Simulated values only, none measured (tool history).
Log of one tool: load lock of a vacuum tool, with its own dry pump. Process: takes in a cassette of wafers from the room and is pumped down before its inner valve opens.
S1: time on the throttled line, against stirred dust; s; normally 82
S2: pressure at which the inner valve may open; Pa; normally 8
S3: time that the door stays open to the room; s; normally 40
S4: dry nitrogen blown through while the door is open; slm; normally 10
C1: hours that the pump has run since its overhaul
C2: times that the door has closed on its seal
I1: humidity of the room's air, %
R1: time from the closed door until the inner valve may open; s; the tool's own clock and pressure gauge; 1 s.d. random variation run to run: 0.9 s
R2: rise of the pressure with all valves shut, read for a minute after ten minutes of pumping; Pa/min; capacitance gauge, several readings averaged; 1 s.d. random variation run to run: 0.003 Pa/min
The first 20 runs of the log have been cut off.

run 21 day=369.733 | S1=157 S2=8 S3=133 S4=12 | C1=3503 C2=16080 | I1=45.5 | R1=210.7 R2=0.083
run 22 day=380.8 | S1=129 S2=8 S3=119 S4=7 | C1=3768 C2=16877 | I1=45 | R1=184.6 R2=0.083
run 23 day=406.421 | S1=129 S2=8 S3=119 S4=7 | C1=4383 C2=18724 | I1=43.8 | R1=185.9 R2=0.091
run 24 day=429.638 | S1=129 S2=8 S3=119 S4=7 | C1=4941 C2=20398 | I1=43.4 | R1=185.1 R2=0.105
run 25 day=455.533 | S1=129 S2=8 S3=119 S4=7 | C1=5562 C2=22264 | I1=47.8 | R1=189.5 R2=0.108
run 26 day=466.588 | S1=129 S2=8 S3=119 S4=7 | C1=5827 C2=23061 | I1=46 | R1=189.4 R2=0.113
run 27 day=491.304 | S1=42 S2=9 S3=33 S4=21 | C1=6421 C2=24843 | I1=43.7 | R1=112.6 R2=0.107
run 28 day=504.167 | S1=42 S2=9 S3=33 S4=21 | C1=6729 C2=25770 | I1=44.2 | R1=113.7 R2=0.107
run 29 day=527.158 | S1=152 S2=9 S3=93 S4=22 | C1=7281 C2=27427 | I1=44.2 | R1=212 R2=0.126
run 30 day=547.396 | S1=53 S2=8 S3=84 S4=4 | C1=7767 C2=28886 | I1=42.5 | R1=127.6 R2=0.141
run 31 day=570.367 | S1=76 S2=12 S3=40 S4=10 | C1=8318 C2=30542 | I1=42.9 | R1=144 R2=0.142
run 32 day=593.392 | S1=159 S2=8 S3=40 S4=4 | C1=8871 C2=32201 | I1=46.6 | R1=219.6 R2=0.155
run 33 day=613.275 | S1=99 S2=8 S3=40 S4=4 | C1=9348 C2=33635 | I1=46.2 | R1=169.3 R2=0.159
run 34 day=633.662 | S1=99 S2=8 S3=40 S4=4 | C1=9837 C2=35104 | I1=42.6 | R1=169 R2=0.179
run 35 day=644.854 | S1=99 S2=8 S3=40 S4=4 | C1=10106 C2=35911 | I1=45.3 | R1=170 R2=0.176
run 36 day=658.579 | S1=82 S2=7 S3=91 S4=8 | C1=10435 C2=36900 | I1=45.4 | R1=158.5 R2=0.185
run 37 day=679.533 | S1=150 S2=15 S3=53 S4=5 | C1=10938 C2=38411 | I1=44 | R1=208.1 R2=0.2

Consider 4 possible next runs. They are alternatives, not a sequence: every one starts from the tool as it was left by run 37. What does each give?
run A day=705.45 | S1=158 S2=8 S3=58 S4=10 | C1=11560 C2=40279 | I1=43.8 | R1=? R2=?
run B day=705.45 | S1=150 S2=6 S3=187 S4=5 | C1=11560 C2=40279 | I1=41.7 | R1=? R2=?
run C day=705.45 | S1=130 S2=8 S3=44 S4=9 | C1=11560 C2=40279 | I1=46.5 | R1=? R2=?
run D day=705.45 | S1=150 S2=7 S3=53 S4=8 | C1=11560 C2=40279 | I1=45.6 | R1=? R2=?

run=A R1=221.3 R2=0.202
run=B R1=218.1 R2=0.214
run=C R1=198.6 R2=0.199
run=D R1=216.2 R2=0.208
With the hidden condition removed and each run's random variation left untouched, the same runs would have given:
run=A R1=207.5 R2=0.024
run=B R1=203.3 R2=0.039
run=C R1=183.7 R2=0.019
run=D R1=201.8 R2=0.029
